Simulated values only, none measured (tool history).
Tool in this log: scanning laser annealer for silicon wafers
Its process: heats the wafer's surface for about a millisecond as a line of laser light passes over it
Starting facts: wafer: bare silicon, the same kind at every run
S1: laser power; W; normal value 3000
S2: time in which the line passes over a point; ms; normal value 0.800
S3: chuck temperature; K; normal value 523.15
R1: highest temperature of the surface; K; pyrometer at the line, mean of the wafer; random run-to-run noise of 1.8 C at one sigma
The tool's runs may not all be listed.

run    hour    S1     S2      S3       R1
  1     0.0  3000  0.800  523.15  1290.15
  2    49.6  3000  0.800  523.15  1291.15
  3    86.9  3000  0.771  523.15  1275.15
  4   123.7  3000  0.771  523.15  1275.15
  5   148.3  3000  0.800  537.15  1304.15
      175.9  -- window over the wafer cleaned
  6   192.7  3000  0.800  523.15  1326.15
  7   240.2  3000  0.800  523.15  1325.15
  8   286.4  3000  0.816  523.15  1335.15
  9   322.8  3000  0.816  523.15  1333.15
 10   372.4  3000  0.800  523.15  1323.15
 11   422.4  2900  0.800  523.15  1300.15
 12   470.7  2900  0.800  523.15  1298.15
 13   503.4  3000  0.938  523.15  1386.15
 14   539.2  3000  0.938  523.15  1383.15
 15   566.6  3000  0.800  485.15  1280.15
 16   611.4  2777  0.778  517.15  1246.15
 17   639.0  2777  0.778  517.15  1244.15
 18   665.9  2777  0.778  517.15  1245.15
 19   696.4  2579  0.653  488.15  1108.15
 20   735.5  2579  0.653  488.15  1106.15
 21   767.9  2579  0.653  488.15  1105.15
 22   819.6  2997  0.653  536.15  1252.15
 23   853.7  3138  0.644  533.15  1276.15
 24   904.9  3138  0.644  533.15  1274.15
 25   958.5  3181  0.926  491.15  1384.15
 26   991.5  3010  0.926  493.15  1342.15
 27  1040.9  3010  0.560  493.15  1156.15

Expected results for the next run?
 28  1064.3  3107  0.807  493.15   ?

R1: 1307.15 K
The same run, on a tool lacking any hidden state, would have yielded R1 1328.15 K.

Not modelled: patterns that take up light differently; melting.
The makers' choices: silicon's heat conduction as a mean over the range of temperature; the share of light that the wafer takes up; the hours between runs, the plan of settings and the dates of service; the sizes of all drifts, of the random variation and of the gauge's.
